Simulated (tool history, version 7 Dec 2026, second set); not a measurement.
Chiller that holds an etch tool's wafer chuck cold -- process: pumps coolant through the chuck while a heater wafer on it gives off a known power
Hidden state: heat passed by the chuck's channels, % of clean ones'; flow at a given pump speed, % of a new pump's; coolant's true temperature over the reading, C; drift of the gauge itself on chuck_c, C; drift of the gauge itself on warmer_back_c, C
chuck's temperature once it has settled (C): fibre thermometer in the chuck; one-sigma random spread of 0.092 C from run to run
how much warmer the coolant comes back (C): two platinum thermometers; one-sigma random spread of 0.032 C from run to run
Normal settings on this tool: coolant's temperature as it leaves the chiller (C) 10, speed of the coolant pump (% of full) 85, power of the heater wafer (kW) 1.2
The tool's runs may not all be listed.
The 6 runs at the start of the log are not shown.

run    hour  coolant's temperature as it leaves the chiller (C)  speed of the coolant pump (% of full)  power of the heater wafer (kW)  hours since the coolant was changed and the channels were flushed  hours since the pump was overhauled  hours since the chiller's thermometer was calibrated  chuck's temperature once it has settled (C)  how much warmer the coolant comes back (C)
  7   813.1                                                   2                                     85                             1.2                                                               2328                                 4237                                                  2027                                         8.81                                        3.28
  8   979.4                                                   2                                     85                             1.2                                                               2494                                 4403                                                  2193                                         8.94                                        3.17
     1002.5  -- chiller's thermometer calibrated
  9  1062.1                                                  10                                     85                             1.2                                                               2576                                 4485                                                    60                                        16.69                                        3.23
 10  1205.4                                                  10                                     85                             1.2                                                               2719                                 4628                                                   203                                        16.78                                        3.23
 11  1340.4                                                  10                                     85                             1.2                                                               2854                                 4763                                                   338                                        16.66                                        3.23
 12  1436.5                                                  10                                     85                             1.2                                                               2950                                 4859                                                   434                                        16.69                                        3.23
 13  1557.9                                                  10                                     85                             1.2                                                               3072                                 4981                                                   555                                        16.59                                         3.2
 14  1632.4                                                  10                                     85                             1.2                                                               3146                                 5055                                                   630                                        16.48                                        3.26
 15  1709.2                                                  10                                     85                             1.2                                                               3223                                 5132                                                   707                                        16.73                                        3.23
 16  1806.9                                                  10                                     85                             1.2                                                               3320                                 5230                                                   804                                        16.68                                        3.25
     1892.1  -- gauge calibrated
 17  1926.1                                                  10                                     93                            0.63                                                               3440                                 5349                                                   924                                        13.25                                        1.56
 18  2044.9                                                  10                                     86                           0.948                                                               3559                                 5468                                                  1042                                        15.64                                        2.49
 19  2226.3                                                   7                                     82                           0.768                                                               3740                                 5649                                                  1224                                        11.52                                        2.14
 20  2342.2                                                   7                                     82                           0.768                                                               3856                                 5765                                                  1340                                        11.49                                        2.16
 21  2513.4                                                   6                                     95                             1.2                                                               4027                                 5936                                                  1511                                         12.2                                        2.84
 22  2692.9                                                   6                                     92                            1.26                                                               4206                                 6116                                                  1690                                        12.72                                        3.08
 23  2802.5                                                  15                                     92                            1.26                                                               4316                                 6225                                                  1800                                        21.59                                        3.07
 24  2946.9                                                  13                                     78                           0.688                                                               4460                                 6370                                                  1944                                        17.16                                        2.07
     2967.1  -- coolant changed, channels flushed
 25  3100.9                                                  13                                     78                           0.688                                                                134                                 6518                                                  2092                                        17.04                                        2.05
 26  3187.5                                                  10                                     80                            1.41                                                                220                                 6604                                                  2179                                        18.37                                         4.1
     3229.6  -- chiller's thermometer calibrated
 27  3329.2                                                  19                                     94                             1.2                                                                361                                 6745                                                   100                                        25.05                                        2.84
 28  3483.2                                                  19                                     94                             1.2                                                                515                                 6899                                                   254                                        24.93                                        2.87
 29  3592.7                                                  11                                     94                           1.125                                                                625                                 7008                                                   363                                        16.62                                        2.69
 30  3752.1                                                  11                                     94                           1.125                                                                784                                 7168                                                   523                                        16.53                                         2.7
     3810.5  -- coolant pump overhauled
 31  3858.2                                                  20                                     72                           0.952                                                                885                                   48                                                   624                                        25.92                                         3.1

Forecast each of these 4 alternatives for the next run:
  A  4021.3                                                  15                                     89                           1.062                                                               1048                                  211                                                   787                                            ?                                           ?
  B  4021.3                                                   1                                     85                           1.476                                                               1048                                  211                                                   787                                            ?                                           ?
  C  4021.3                                                   6                                     70                             1.2                                                               1048                                  211                                                   787                                            ?                                           ?
  D  4021.3                                                  20                                    100                           1.182                                                               1048                                  211                                                   787                                            ?                                           ?

run  chuck's temperature once it has settled (C)  how much warmer the coolant comes back (C)
  A                                        20.38                                        2.73
  B                                         9.05                                        3.94
  C                                        13.92                                        4.02
  D                                        25.61                                        2.66
Stripped of hidden state, with their random variation kept, the same runs would have yielded:
run  chuck's temperature once it has settled (C)  how much warmer the coolant comes back (C)
  A                                        20.94                                        2.73
  B                                         9.61                                        3.94
  C                                        14.47                                        4.02
  D                                        26.17                                        2.66
